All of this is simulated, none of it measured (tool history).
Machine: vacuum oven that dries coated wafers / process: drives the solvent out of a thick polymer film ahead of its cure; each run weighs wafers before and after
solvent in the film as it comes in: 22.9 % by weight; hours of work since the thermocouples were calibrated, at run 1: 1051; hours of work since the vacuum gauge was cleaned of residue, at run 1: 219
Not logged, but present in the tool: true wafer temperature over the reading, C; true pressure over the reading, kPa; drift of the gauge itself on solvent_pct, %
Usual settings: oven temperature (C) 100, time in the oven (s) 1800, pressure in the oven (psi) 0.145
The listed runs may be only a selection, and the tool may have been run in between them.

run	hour	oven temperature (C)	time in the oven (s)	pressure in the oven (psi)	hours of work since the thermocouples were calibrated	hours of work since the vacuum gauge was cleaned of residue	solvent left in the film (%)
1	0.0	100	1800	0.145	1051	219	5.85
2	38.2	112	1800	0.145	1080	247	1.43
3	111.8	95	1800	0.145	1136	303	8.27
4	185.6	95	1800	0.145	1191	359	8.51
5	258.6	95	1800	0.145	1247	414	8.26
6	313.1	100	1800	0.145	1288	455	6.01
7	358.2	100	1800	0.145	1322	489	5.95
8	408.1	100	1800	0.145	1359	527	5.86
9	468.5	87	1800	0.145	1405	572	12.10
# hour 504.2: oven's thermocouples calibrated
10	511.2	87	1800	0.145	5	603	12.45
11	567.8	87	1800	0.145	48	646	12.42
12	621.8	87	1800	0.145	89	687	12.59
13	689.0	100	2280	0.145	139	737	4.92
14	742.9	100	1800	0.145	180	778	6.73
15	811.6	100	1800	0.145	232	830	6.89
# hour 864.5: oven's thermocouples calibrated, once more
16	864.5	100	1800	0.145	0	868	5.00
17	933.5	100	1800	0.145	52	920	5.06
18	965.8	100	1560	0.273	76	945	6.19
19	1031.0	100	1560	0.273	126	994	6.22
20	1074.2	87	1080	0.273	158	1027	14.25
21	1140.4	87	1080	0.273	208	1077	14.19
22	1200.8	92	2220	0.084	254	1122	7.53
23	1261.8	92	2220	0.084	300	1168	7.67
24	1302.5	102	1260	0.074	331	1199	6.70
25	1372.5	102	1260	0.074	384	1252	6.65
26	1440.5	107	1260	0.074	435	1303	4.49
27	1505.7	100	1740	0.129	484	1353	5.58
28	1572.0	109	1740	0.576	534	1403	2.74
29	1644.6	100	1800	0.084	589	1457	5.34
30	1683.0	86	960	0.158	618	1486	14.94
31	1718.7	109	1680	0.158	645	1513	2.34

5 ways to go on from here, each from the tool as it stands after run 31. What would each give?
A	1759.5	100	1800	0.531	676	1544	?
B	1759.5	109	1440	0.151	676	1544	?
C	1759.5	102	1680	0.084	676	1544	?
D	1759.5	109	1020	0.158	676	1544	?
E	1759.5	97	1020	0.145	676	1544	?

run	solvent left in the film (%)
A	6.08
B	3.14
C	4.93
D	5.12
E	10.55
With no hidden state in the tool, these same runs would have given:
run	solvent left in the film (%)
A	5.53
B	2.71
C	4.39
D	4.62
E	10.02
